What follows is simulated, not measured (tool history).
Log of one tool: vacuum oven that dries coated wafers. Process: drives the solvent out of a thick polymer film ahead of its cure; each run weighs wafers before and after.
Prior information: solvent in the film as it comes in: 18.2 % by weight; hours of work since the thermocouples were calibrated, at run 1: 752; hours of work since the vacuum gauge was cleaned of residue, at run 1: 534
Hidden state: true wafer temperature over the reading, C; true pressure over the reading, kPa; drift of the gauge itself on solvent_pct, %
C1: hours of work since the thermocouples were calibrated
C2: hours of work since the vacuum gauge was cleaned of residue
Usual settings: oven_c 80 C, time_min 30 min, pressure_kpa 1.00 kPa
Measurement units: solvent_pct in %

{"run": 1, "hour": 0.0, "oven_c": 80, "time_min": 30, "pressure_kpa": 1.0, "C1": 752, "C2": 534, "solvent_pct": 2.74}
{"run": 2, "hour": 27.3, "oven_c": 80, "time_min": 30, "pressure_kpa": 1.0, "C1": 766, "C2": 549, "solvent_pct": 2.73}
{"hour": 58.2, "done": "oven's thermocouples calibrated"}
{"run": 3, "hour": 64.0, "oven_c": 87, "time_min": 30, "pressure_kpa": 1.0, "C1": 3, "C2": 568, "solvent_pct": 1.54}
{"run": 4, "hour": 105.9, "oven_c": 85, "time_min": 30, "pressure_kpa": 1.0, "C1": 26, "C2": 590, "solvent_pct": 1.82}
{"run": 5, "hour": 140.1, "oven_c": 80, "time_min": 30, "pressure_kpa": 1.15, "C1": 44, "C2": 608, "solvent_pct": 2.98}
{"run": 6, "hour": 176.7, "oven_c": 80, "time_min": 30, "pressure_kpa": 1.15, "C1": 63, "C2": 628, "solvent_pct": 3.01}
{"run": 7, "hour": 196.5, "oven_c": 80, "time_min": 30, "pressure_kpa": 1.15, "C1": 74, "C2": 639, "solvent_pct": 2.96}
{"run": 8, "hour": 222.3, "oven_c": 80, "time_min": 30, "pressure_kpa": 1.15, "C1": 88, "C2": 652, "solvent_pct": 3.03}
{"run": 9, "hour": 248.7, "oven_c": 80, "time_min": 30, "pressure_kpa": 0.79, "C1": 102, "C2": 667, "solvent_pct": 2.6}
{"run": 10, "hour": 269.8, "oven_c": 80, "time_min": 30, "pressure_kpa": 3.26, "C1": 113, "C2": 678, "solvent_pct": 5.19}
{"run": 11, "hour": 305.5, "oven_c": 80, "time_min": 30, "pressure_kpa": 3.26, "C1": 133, "C2": 697, "solvent_pct": 5.22}
{"run": 12, "hour": 337.1, "oven_c": 80, "time_min": 30, "pressure_kpa": 1.0, "C1": 149, "C2": 714, "solvent_pct": 2.84}
{"run": 13, "hour": 367.7, "oven_c": 80, "time_min": 30, "pressure_kpa": 1.0, "C1": 166, "C2": 730, "solvent_pct": 2.79}
{"run": 14, "hour": 408.3, "oven_c": 80, "time_min": 30, "pressure_kpa": 1.0, "C1": 188, "C2": 752, "solvent_pct": 2.85}
{"run": 15, "hour": 452.4, "oven_c": 80, "time_min": 30, "pressure_kpa": 1.0, "C1": 211, "C2": 776, "solvent_pct": 2.81}
{"run": 16, "hour": 490.9, "oven_c": 80, "time_min": 30, "pressure_kpa": 0.83, "C1": 232, "C2": 796, "solvent_pct": 2.64}
{"run": 17, "hour": 517.1, "oven_c": 68, "time_min": 30, "pressure_kpa": 1.0, "C1": 246, "C2": 810, "solvent_pct": 6.62}
{"run": 18, "hour": 542.2, "oven_c": 68, "time_min": 30, "pressure_kpa": 1.0, "C1": 259, "C2": 824, "solvent_pct": 6.6}
{"run": 19, "hour": 581.2, "oven_c": 80, "time_min": 19, "pressure_kpa": 1.0, "C1": 280, "C2": 845, "solvent_pct": 4.63}
{"run": 20, "hour": 616.6, "oven_c": 80, "time_min": 19, "pressure_kpa": 1.0, "C1": 299, "C2": 864, "solvent_pct": 4.65}
{"run": 21, "hour": 657.8, "oven_c": 91, "time_min": 19, "pressure_kpa": 1.0, "C1": 321, "C2": 886, "solvent_pct": 1.84}
{"run": 22, "hour": 681.4, "oven_c": 91, "time_min": 19, "pressure_kpa": 1.0, "C1": 334, "C2": 898, "solvent_pct": 1.85}
{"run": 23, "hour": 724.6, "oven_c": 91, "time_min": 19, "pressure_kpa": 1.0, "C1": 357, "C2": 922, "solvent_pct": 1.82}
{"run": 24, "hour": 746.8, "oven_c": 80, "time_min": 35, "pressure_kpa": 1.0, "C1": 369, "C2": 933, "solvent_pct": 2.3}
{"run": 25, "hour": 773.1, "oven_c": 84, "time_min": 23, "pressure_kpa": 0.66, "C1": 383, "C2": 948, "solvent_pct": 2.4}
{"run": 26, "hour": 796.0, "oven_c": 78, "time_min": 49, "pressure_kpa": 0.66, "C1": 395, "C2": 960, "solvent_pct": 1.54}
{"run": 27, "hour": 834.3, "oven_c": 78, "time_min": 20, "pressure_kpa": 1.0, "C1": 416, "C2": 980, "solvent_pct": 5.0}
{"run": 28, "hour": 866.7, "oven_c": 80, "time_min": 41, "pressure_kpa": 1.31, "C1": 433, "C2": 998, "solvent_pct": 2.26}
{"run": 29, "hour": 908.8, "oven_c": 80, "time_min": 28, "pressure_kpa": 0.91, "C1": 456, "C2": 1020, "solvent_pct": 2.85}
{"run": 30, "hour": 927.6, "oven_c": 80, "time_min": 28, "pressure_kpa": 0.91, "C1": 466, "C2": 1030, "solvent_pct": 2.91}
{"run": 31, "hour": 960.3, "oven_c": 91, "time_min": 31, "pressure_kpa": 3.02, "C1": 483, "C2": 1048, "solvent_pct": 2.52}
{"run": 32, "hour": 1003.1, "oven_c": 74, "time_min": 30, "pressure_kpa": 1.61, "C1": 506, "C2": 1071, "solvent_pct": 5.16}
{"run": 33, "hour": 1039.5, "oven_c": 87, "time_min": 18, "pressure_kpa": 2.42, "C1": 526, "C2": 1090, "solvent_pct": 3.89}
{"run": 34, "hour": 1064.9, "oven_c": 87, "time_min": 47, "pressure_kpa": 2.42, "C1": 539, "C2": 1104, "solvent_pct": 2.26}
{"run": 35, "hour": 1095.3, "oven_c": 86, "time_min": 30, "pressure_kpa": 1.92, "C1": 556, "C2": 1120, "solvent_pct": 2.36}
{"run": 36, "hour": 1119.2, "oven_c": 86, "time_min": 30, "pressure_kpa": 1.92, "C1": 569, "C2": 1133, "solvent_pct": 2.4}
{"run": 37, "hour": 1151.2, "oven_c": 93, "time_min": 35, "pressure_kpa": 1.06, "C1": 586, "C2": 1150, "solvent_pct": 0.9}
{"run": 38, "hour": 1171.9, "oven_c": 84, "time_min": 22, "pressure_kpa": 3.54, "C1": 597, "C2": 1161, "solvent_pct": 5.02}
{"run": 39, "hour": 1199.8, "oven_c": 80, "time_min": 30, "pressure_kpa": 1.94, "C1": 612, "C2": 1176, "solvent_pct": 3.65}
{"run": 40, "hour": 1232.3, "oven_c": 80, "time_min": 16, "pressure_kpa": 2.13, "C1": 629, "C2": 1194, "solvent_pct": 6.24}
{"run": 41, "hour": 1268.8, "oven_c": 86, "time_min": 24, "pressure_kpa": 2.72, "C1": 649, "C2": 1213, "solvent_pct": 3.51}
{"run": 42, "hour": 1296.1, "oven_c": 73, "time_min": 53, "pressure_kpa": 2.11, "C1": 663, "C2": 1228, "solvent_pct": 4.25}
{"run": 43, "hour": 1339.5, "oven_c": 73, "time_min": 53, "pressure_kpa": 2.11, "C1": 687, "C2": 1251, "solvent_pct": 4.24}
{"run": 44, "hour": 1381.7, "oven_c": 66, "time_min": 30, "pressure_kpa": 1.89, "C1": 709, "C2": 1274, "solvent_pct": 8.36}
{"run": 45, "hour": 1410.8, "oven_c": 66, "time_min": 30, "pressure_kpa": 3.18, "C1": 725, "C2": 1289, "solvent_pct": 10.12}
{"run": 46, "hour": 1447.8, "oven_c": 69, "time_min": 17, "pressure_kpa": 0.64, "C1": 745, "C2": 1309, "solvent_pct": 8.34}
{"run": 47, "hour": 1484.4, "oven_c": 69, "time_min": 17, "pressure_kpa": 0.64, "C1": 764, "C2": 1329, "solvent_pct": 8.29}

Alternative continuations, all from the tool just after run 47; predict every row:
{"hour": 1518.7, "done": "oven's thermocouples calibrated"}
{"run": "A", "hour": 1525.4, "oven_c": 66, "time_min": 32, "pressure_kpa": 0.72, "C1": 4, "C2": 1350, "solvent_pct": "?"}
{"hour": 1518.7, "done": "oven's thermocouples calibrated"}
{"run": "B", "hour": 1525.4, "oven_c": 67, "time_min": 17, "pressure_kpa": 3.32, "C1": 4, "C2": 1350, "solvent_pct": "?"}
{"hour": 1518.7, "done": "oven's thermocouples calibrated"}
{"run": "C", "hour": 1525.4, "oven_c": 80, "time_min": 36, "pressure_kpa": 1.0, "C1": 4, "C2": 1350, "solvent_pct": "?"}

run=A solvent_pct=7.18
run=B solvent_pct=12.45
run=C solvent_pct=2.55
The same runs, with their run-to-run variation unchanged, on a tool lacking any hidden condition would have given:
run=A solvent_pct=6.85
run=B solvent_pct=12.22
run=C solvent_pct=2.30

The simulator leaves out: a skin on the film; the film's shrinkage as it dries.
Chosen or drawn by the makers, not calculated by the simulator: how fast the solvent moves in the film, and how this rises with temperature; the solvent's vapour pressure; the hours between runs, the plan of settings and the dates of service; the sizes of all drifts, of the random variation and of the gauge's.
